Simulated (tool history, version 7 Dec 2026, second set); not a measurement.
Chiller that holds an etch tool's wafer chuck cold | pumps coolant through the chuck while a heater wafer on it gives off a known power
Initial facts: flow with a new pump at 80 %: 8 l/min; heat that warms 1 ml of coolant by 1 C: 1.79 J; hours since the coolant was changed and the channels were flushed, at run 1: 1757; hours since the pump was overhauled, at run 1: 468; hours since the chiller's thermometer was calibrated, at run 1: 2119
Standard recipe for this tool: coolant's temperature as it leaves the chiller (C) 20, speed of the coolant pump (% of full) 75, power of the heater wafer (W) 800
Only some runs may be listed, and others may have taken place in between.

run	day	coolant's temperature as it leaves the chiller (C)	speed of the coolant pump (% of full)	power of the heater wafer (W)	hours since the coolant was changed and the channels were flushed	hours since the pump was overhauled	hours since the chiller's thermometer was calibrated	chuck's temperature once it has settled (K)	how much warmer the coolant comes back (C)
1	0	20	75	800	1757	468	2119	304.45	3.65
2	0.742	20	75	800	1774	486	2137	304.55	3.61
3	2.125	20	75	800	1808	519	2170	304.55	3.69
4	3.238	20	75	684	1834	546	2197	302.65	3.12
5	4.021	20	75	800	1853	565	2215	304.55	3.66
6	4.875	14	75	800	1874	585	2236	298.45	3.62
7	6.329	13	75	800	1908	620	2271	297.45	3.65
8	7.554	20	97	800	1938	650	2300	302.55	2.78
9	8.508	20	97	800	1961	673	2323	302.55	2.8
10	9.504	17	97	800	1985	696	2347	299.55	2.79
11	10.892	17	97	631	2018	730	2380	297.65	2.25
12	12.321	11	90	800	2052	764	2415	294.05	3.02
13	13.746	17	75	483	2086	798	2449	297.05	2.22

Branching from run 13: 4 alternative next runs. What would each branch give?
A	15.262	19	90	688	2123	835	2485	?	?
B	15.262	21	75	800	2123	835	2485	?	?
C	15.262	20	75	884	2123	835	2485	?	?
D	15.262	11	82	483	2123	835	2485	?	?

run	chuck's temperature once it has settled (K)	how much warmer the coolant comes back (C)
A	300.85	2.62
B	305.65	3.63
C	305.55	4.11
D	290.45	2.06
What these runs would have given with no unlogged condition in the tool:
run	chuck's temperature once it has settled (K)	how much warmer the coolant comes back (C)
A	300.45	2.57
B	305.15	3.56
C	304.95	4.03
D	290.15	2.02
